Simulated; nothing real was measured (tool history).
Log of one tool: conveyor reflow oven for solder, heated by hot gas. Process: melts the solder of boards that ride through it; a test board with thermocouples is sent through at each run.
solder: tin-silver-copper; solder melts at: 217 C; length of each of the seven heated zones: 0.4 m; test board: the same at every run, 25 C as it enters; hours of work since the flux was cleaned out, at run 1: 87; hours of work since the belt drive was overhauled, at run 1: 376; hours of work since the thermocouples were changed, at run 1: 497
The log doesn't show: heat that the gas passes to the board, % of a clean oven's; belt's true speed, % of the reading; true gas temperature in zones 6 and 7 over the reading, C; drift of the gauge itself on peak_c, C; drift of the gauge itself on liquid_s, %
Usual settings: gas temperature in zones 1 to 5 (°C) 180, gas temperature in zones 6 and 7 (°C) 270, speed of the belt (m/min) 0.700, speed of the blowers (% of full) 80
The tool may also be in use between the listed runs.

run	hour	gas temperature in zones 1 to 5 (°C)	gas temperature in zones 6 and 7 (°C)	speed of the belt (m/min)	speed of the blowers (% of full)	hours of work since the flux was cleaned out	hours of work since the belt drive was overhauled	hours of work since the thermocouples were changed	highest temperature of the board (°C)	time above the solder's melting point (s)
1	0.0	180	270	0.700	80	87	376	497	260.0	59.6
2	27.7	180	270	0.700	80	103	392	514	259.7	59.5
3	69.9	180	270	0.700	72	128	417	539	258.4	58.7
4	104.6	180	270	0.719	72	149	438	559	258.5	56.4
5	122.9	180	270	0.719	72	160	449	570	258.6	57.0
6	162.1	180	270	0.700	80	183	472	593	259.0	58.9
# hour 179.4: flux residue cleaned out of gas plates and filters
7	194.8	180	270	0.733	80	9	488	609	259.6	56.5
8	220.6	180	270	0.733	80	24	503	625	258.1	56.1
9	238.9	180	258	0.599	80	35	514	635	250.9	65.9
10	266.5	180	282	0.571	69	51	530	652	272.7	80.2
11	290.2	180	278	0.700	80	65	544	666	266.9	62.5
12	333.3	180	277	0.776	80	91	570	691	263.3	54.8
13	356.2	180	282	0.676	80	104	583	705	271.3	66.7
14	393.6	186	282	0.812	55	127	606	727	263.7	53.5

4 ways to go on from here, each from the tool as it stands after run 14. What would each give?
A	425.8	188	270	0.664	81	146	625	746	?	?
B	425.8	186	285	0.812	55	146	625	746	?	?
C	425.8	192	282	0.812	55	146	625	746	?	?
D	425.8	180	274	0.700	53	146	625	746	?	?

run	highest temperature of the board (°C)	time above the solder's melting point (s)
A	261.0	66.9
B	265.2	54.6
C	264.1	56.1
D	258.9	58.5
Without the tool's hidden state the same runs would have given:
run	highest temperature of the board (°C)	time above the solder's melting point (s)
A	263.8	67.0
B	267.7	54.8
C	266.6	56.2
D	261.5	58.9
